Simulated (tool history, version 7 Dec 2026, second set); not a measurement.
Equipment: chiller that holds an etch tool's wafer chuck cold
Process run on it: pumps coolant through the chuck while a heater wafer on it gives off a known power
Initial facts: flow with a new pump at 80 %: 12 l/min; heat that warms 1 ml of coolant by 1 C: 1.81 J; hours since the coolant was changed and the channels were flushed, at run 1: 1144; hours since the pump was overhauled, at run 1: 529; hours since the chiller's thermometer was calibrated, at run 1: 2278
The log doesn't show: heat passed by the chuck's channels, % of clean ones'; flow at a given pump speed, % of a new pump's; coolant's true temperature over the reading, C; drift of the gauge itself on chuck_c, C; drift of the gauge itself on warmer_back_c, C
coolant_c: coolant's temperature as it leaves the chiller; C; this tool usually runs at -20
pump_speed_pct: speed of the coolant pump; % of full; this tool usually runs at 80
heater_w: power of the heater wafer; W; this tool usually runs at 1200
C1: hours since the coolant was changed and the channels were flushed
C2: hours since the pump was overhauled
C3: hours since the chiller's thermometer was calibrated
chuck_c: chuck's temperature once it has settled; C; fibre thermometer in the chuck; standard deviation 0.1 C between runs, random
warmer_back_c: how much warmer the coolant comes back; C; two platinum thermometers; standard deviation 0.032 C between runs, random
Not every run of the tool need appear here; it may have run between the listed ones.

run 1 hour=0.0 | coolant_c=-20 pump_speed_pct=80 heater_w=1200 | C1=1144 C2=529 C3=2278 | chuck_c=-10.2 warmer_back_c=3.31
run 2 hour=51.6 | coolant_c=-20 pump_speed_pct=80 heater_w=1200 | C1=1195 C2=580 C3=2329 | chuck_c=-9.9 warmer_back_c=3.26
run 3 hour=143.8 | coolant_c=-20 pump_speed_pct=80 heater_w=1200 | C1=1288 C2=672 C3=2421 | chuck_c=-9.9 warmer_back_c=3.35
run 4 hour=207.1 | coolant_c=-20 pump_speed_pct=80 heater_w=1200 | C1=1351 C2=736 C3=2485 | chuck_c=-9.8 warmer_back_c=3.30
run 5 hour=284.4 | coolant_c=-20 pump_speed_pct=80 heater_w=1200 | C1=1428 C2=813 C3=2562 | chuck_c=-9.7 warmer_back_c=3.40
run 6 hour=387.0 | coolant_c=-20 pump_speed_pct=89 heater_w=1200 | C1=1531 C2=916 C3=2664 | chuck_c=-10.9 warmer_back_c=2.97
run 7 hour=496.0 | coolant_c=-20 pump_speed_pct=89 heater_w=1200 | C1=1640 C2=1025 C3=2773 | chuck_c=-10.6 warmer_back_c=3.00
run 8 hour=610.3 | coolant_c=-20 pump_speed_pct=89 heater_w=626 | C1=1754 C2=1139 C3=2888 | chuck_c=-14.8 warmer_back_c=1.58
run 9 hour=718.3 | coolant_c=-16 pump_speed_pct=80 heater_w=1009 | C1=1862 C2=1247 C3=2996 | chuck_c=-7.1 warmer_back_c=2.83
run 10 hour=830.3 | coolant_c=-28 pump_speed_pct=70 heater_w=1351 | C1=1974 C2=1359 C3=3108 | chuck_c=-14.9 warmer_back_c=4.45

What will run 11 give?
run 11 hour=900.7 | coolant_c=-28 pump_speed_pct=70 heater_w=1551 | C1=2044 C2=1429 C3=3178 | chuck_c=? warmer_back_c=?

Run 11 produced chuck_c -12.8 C, warmer_back_c 5.08 C.
Were there no unlogged condition in the tool, this run, its random variation unchanged, would have produced chuck_c -14.8 C, warmer_back_c 4.97 C.
